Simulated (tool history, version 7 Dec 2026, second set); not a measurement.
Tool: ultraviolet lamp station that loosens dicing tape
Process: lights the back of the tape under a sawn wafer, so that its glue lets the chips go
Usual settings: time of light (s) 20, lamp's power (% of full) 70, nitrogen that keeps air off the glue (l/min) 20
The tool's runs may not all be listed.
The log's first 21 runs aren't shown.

| run | hour | time of light (s) | lamp's power (% of full) | nitrogen that keeps air off the glue (l/min) | force that peels the tape off (N) | light that reached the tape (mJ/cm2) |
|---|---|---|---|---|---|---|
| 22 | 186.1 | 20 | 70 | 20 | 0.435 | 429 |
| 23 | 194 | 20 | 68 | 20 | 0.466 | 418 |
| 24 | 205.7 | 20 | 68 | 20 | 0.472 | 415 |
| 25 | 217.4 | 25 | 71 | 9 | 0.544 | 536 |
| 26 | 224.4 | 23 | 83 | 12 | 0.367 | 583 |
| 27 | 230.2 | 23 | 83 | 12 | 0.38 | 583 |
| 28 | 241.3 | 23 | 83 | 12 | 0.375 | 582 |
| 29 | 250.2 | 32 | 76 | 20 | 0.165 | 744 |
| 30 | 261.7 | 32 | 76 | 17 | 0.178 | 741 |
| 31 | 272.9 | 32 | 76 | 17 | 0.181 | 746 |
| 32 | 281.8 | 14 | 65 | 18 | 1.007 | 278 |
| 33 | 291.8 | 14 | 65 | 18 | 0.96 | 280 |
| 34 | 298.2 | 14 | 65 | 18 | 0.968 | 281 |
| 35 | 308.8 | 14 | 70 | 20 | 0.856 | 301 |
| 36 | 318 | 14 | 70 | 20 | 0.848 | 297 |
| 37 | 329.9 | 11 | 74 | 32 | 0.868 | 244 |
| 38 | 335.8 | 19 | 62 | 21 | 0.585 | 360 |
| 39 | 346.3 | 19 | 62 | 21 | 0.602 | 363 |
| 40 | 352.6 | 20 | 62 | 20 | 0.581 | 370 |
| 41 | 359.8 | 20 | 77 | 20 | 0.355 | 467 |

Forecast run 42:
| 42 | 366.3 | 20 | 77 | 6 | ? | ? |

force that peels the tape off (N): 0.889
light that reached the tape (mJ/cm2): 468
Without the tool's hidden state the same run would have given force that peels the tape off (N) 0.885, light that reached the tape (mJ/cm2) 470.
